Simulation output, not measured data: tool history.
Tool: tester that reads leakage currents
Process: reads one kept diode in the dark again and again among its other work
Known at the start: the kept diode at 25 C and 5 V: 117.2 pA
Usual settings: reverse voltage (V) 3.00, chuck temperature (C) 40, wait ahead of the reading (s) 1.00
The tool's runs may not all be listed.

run,hour,reverse voltage (V),chuck temperature (C),wait ahead of the reading (s),current that the tester gives (pA)
1,0.0,3.00,40,1.00,333.98
2,27.6,3.00,40,1.00,334.66
3,68.3,3.00,40,1.00,335.05
4,103.1,6.50,40,1.00,511.29
5,144.0,3.00,40,1.00,335.30
6,185.1,3.00,40,1.00,335.07
7,209.2,3.31,21,0.92,65.15
8,230.3,5.97,39,0.85,450.46
9,262.6,2.00,23,0.33,60.17
10,294.9,2.00,23,0.33,60.45
11,315.2,4.86,32,0.67,219.09

Forecast each of these 3 alternatives for the next run:
A,336.3,2.38,50,2.08,?
B,336.3,18.64,43,0.67,?
C,336.3,19.12,51,0.87,?

run,current that the tester gives (pA)
A,661.61
B,1172.78
C,2263.78
Without the tool's hidden state the same runs would have given:
run,current that the tester gives (pA)
A,661.76
B,1172.97
C,2264.21
